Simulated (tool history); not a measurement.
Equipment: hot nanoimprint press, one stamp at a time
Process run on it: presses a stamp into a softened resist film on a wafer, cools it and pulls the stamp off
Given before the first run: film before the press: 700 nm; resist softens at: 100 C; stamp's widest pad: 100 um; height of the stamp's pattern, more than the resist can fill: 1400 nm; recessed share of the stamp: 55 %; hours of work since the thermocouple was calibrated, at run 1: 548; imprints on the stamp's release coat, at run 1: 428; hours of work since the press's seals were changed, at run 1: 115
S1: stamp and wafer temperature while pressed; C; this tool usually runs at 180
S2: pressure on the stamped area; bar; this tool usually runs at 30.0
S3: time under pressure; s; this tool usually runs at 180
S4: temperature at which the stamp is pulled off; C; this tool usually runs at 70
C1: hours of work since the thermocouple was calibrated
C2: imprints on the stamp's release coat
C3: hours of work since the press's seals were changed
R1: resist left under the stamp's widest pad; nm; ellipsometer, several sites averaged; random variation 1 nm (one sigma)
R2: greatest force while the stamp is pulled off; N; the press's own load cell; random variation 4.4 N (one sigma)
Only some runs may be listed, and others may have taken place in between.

run     day   S1    S2   S3  S4   C1   C2   C3     R1   R2
  1   0.000  180  30.0  180  70  548  428  115  287.5  232
  2   0.700  180  30.0  180  70  558  460  126  289.0  233
  3   1.738  180  30.0  180  70  574  507  141  287.6  233
  4   2.554  180  30.0  180  70  586  544  154  287.7  245
      3.546  -- plate thermocouple calibrated
  5   3.708  180  30.0  278  70    2  591  169  248.1  238
  6   4.717  180  30.0  278  70   18  638  184  244.5  243
  7   5.438  180  30.0  278  70   28  670  195  243.9  241
  8   6.550  180  30.0  180  70   45  721  212  285.5  241
  9   7.154  189  30.0  180  62   54  749  221  211.0  278
 10   8.096  189  30.0  180  62   68  792  235  210.0  285
 11   9.008  169  35.0  180  65   82  834  249  381.6  274
 12   9.583  169  30.4  302  65   91  860  257  349.0  271
     10.383  -- plate thermocouple calibrated, once more
 13  10.633  175  46.8  180  70    4  902  271  282.2  256
 14  11.650  171  22.8  167  77   19  948  286  477.8  242
 15  12.288  177  21.9  127  58   29  977  296  437.8  323

Each row is a separate what-if for the run after 15, all from the same tool condition, not one after another. Results?
  A  13.354  171  21.9  208  58  45  1026  312   ?   ?
  B  13.354  186  30.0  128  70  45  1026  312   ?   ?
  C  13.354  169  30.0  122  70  45  1026  312   ?   ?
  D  13.354  182  21.9  127  58  45  1026  312   ?   ?
  E  13.354  177  21.9  127  63  45  1026  312   ?   ?

run     R1   R2
  A  459.2  323
  B  279.7  266
  C  482.9  273
  D  376.7  316
  E  436.5  296
The same runs, with their run-to-run variation unchanged, on a tool lacking any hidden condition would have given:
run     R1   R2
  A  459.0  259
  B  277.8  213
  C  481.2  219
  D  376.0  254
  E  436.0  238
